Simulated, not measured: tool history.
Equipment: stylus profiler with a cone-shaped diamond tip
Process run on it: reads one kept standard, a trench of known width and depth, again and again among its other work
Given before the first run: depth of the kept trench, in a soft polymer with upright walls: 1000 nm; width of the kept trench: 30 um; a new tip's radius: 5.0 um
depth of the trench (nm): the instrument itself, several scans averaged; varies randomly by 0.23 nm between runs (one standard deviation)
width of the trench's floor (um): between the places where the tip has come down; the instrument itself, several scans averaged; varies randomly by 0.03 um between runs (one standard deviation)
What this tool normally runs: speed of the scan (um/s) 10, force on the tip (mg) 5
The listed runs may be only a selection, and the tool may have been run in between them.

run    hour  speed of the scan (um/s)  force on the tip (mg)  depth of the trench (nm)  width of the trench's floor (um)
  1       0                        10                      5                   1019.74                             19.36
  2     110                        10                      5                   1020.48                             19.11
      145.7  -- new tip fitted, height scale calibrated
  3     226                        10                      5                   1016.57                             23.62
  4   309.3                        10                      5                   1016.42                             23.33
  5   395.1                         6                      5                   1016.72                                23
  6     544                         6                      5                   1017.26                              22.5
  7     688                         6                      5                   1017.78                             22.02
  8   836.3                         6                      5                    1018.4                             21.57
  9   897.8                         6                      5                   1018.52                             21.42
 10  1043.9                         6                      5                   1018.55                             20.93
 11  1186.3                         6                      5                   1019.17                             20.54
 12  1258.2                         6                      5                   1019.28                             20.41
 13  1378.9                         6                      5                   1020.12                             20.04
 14  1479.5                        10                      5                   1020.52                             19.85
 15  1560.4                        10                      5                   1020.93                             19.64
 16  1679.3                        10                      5                   1021.01                             19.39
     1754.6  -- new tip fitted, height scale calibrated
 17  1804.6                         5                   2.69                   1010.99                             23.84
 18  1870.9                        26                  11.14                   1028.28                              23.6
 19  2020.8                         7                   2.76                   1011.48                             23.05
 20  2097.2                        27                    2.6                   1011.64                             22.79
 21  2157.7                        29                   4.61                    1016.9                             22.62
 22  2267.7                        29                   4.61                   1017.29                             22.21
 23  2391.6                         8                   6.06                   1020.81                             21.91
 24  2531.9                         3                   2.91                   1013.66                             21.53
 25  2628.8                        32                    5.1                   1019.35                             21.19
 26  2693.2                        17                   5.84                   1021.11                             21.03
 27  2814.9                        21                   4.48                   1018.44                             20.66
 28  2884.4                        37                  14.86                   1036.98                             20.52
 29  3019.1                         4                   6.85                   1024.05                             20.22
 30  3144.7                         2                   2.33                   1014.26                              19.9
 31  3284.2                        12                   6.05                   1023.35                             19.49

Each row is a separate what-if for the run after 31, all from the same tool condition, not one after another. Results?
     3359.7  -- new tip fitted, height scale calibrated
  A  3394.3                        33                  12.39                         ?                                 ?
     3359.7  -- new tip fitted, height scale calibrated
  B  3394.3                        32                   6.05                         ?                                 ?
     3359.7  -- new tip fitted, height scale calibrated
  C  3394.3                         9                    3.4                         ?                                 ?
     3359.7  -- new tip fitted, height scale calibrated
  D  3394.3                        37                    2.8                         ?                                 ?
     3359.7  -- new tip fitted, height scale calibrated
  E  3394.3                         3                   9.75                         ?                                 ?

run  depth of the trench (nm)  width of the trench's floor (um)
  A                   1029.22                             23.71
  B                   1018.13                             23.67
  C                   1012.24                             23.76
  D                    1010.9                             23.66
  E                   1025.11                             23.79
What these runs would have given with no unlogged condition in the tool:
run  depth of the trench (nm)  width of the trench's floor (um)
  A                   1029.33                             23.97
  B                   1018.24                             23.93
  C                   1012.34                             24.01
  D                      1011                             23.91
  E                   1025.22                             24.04
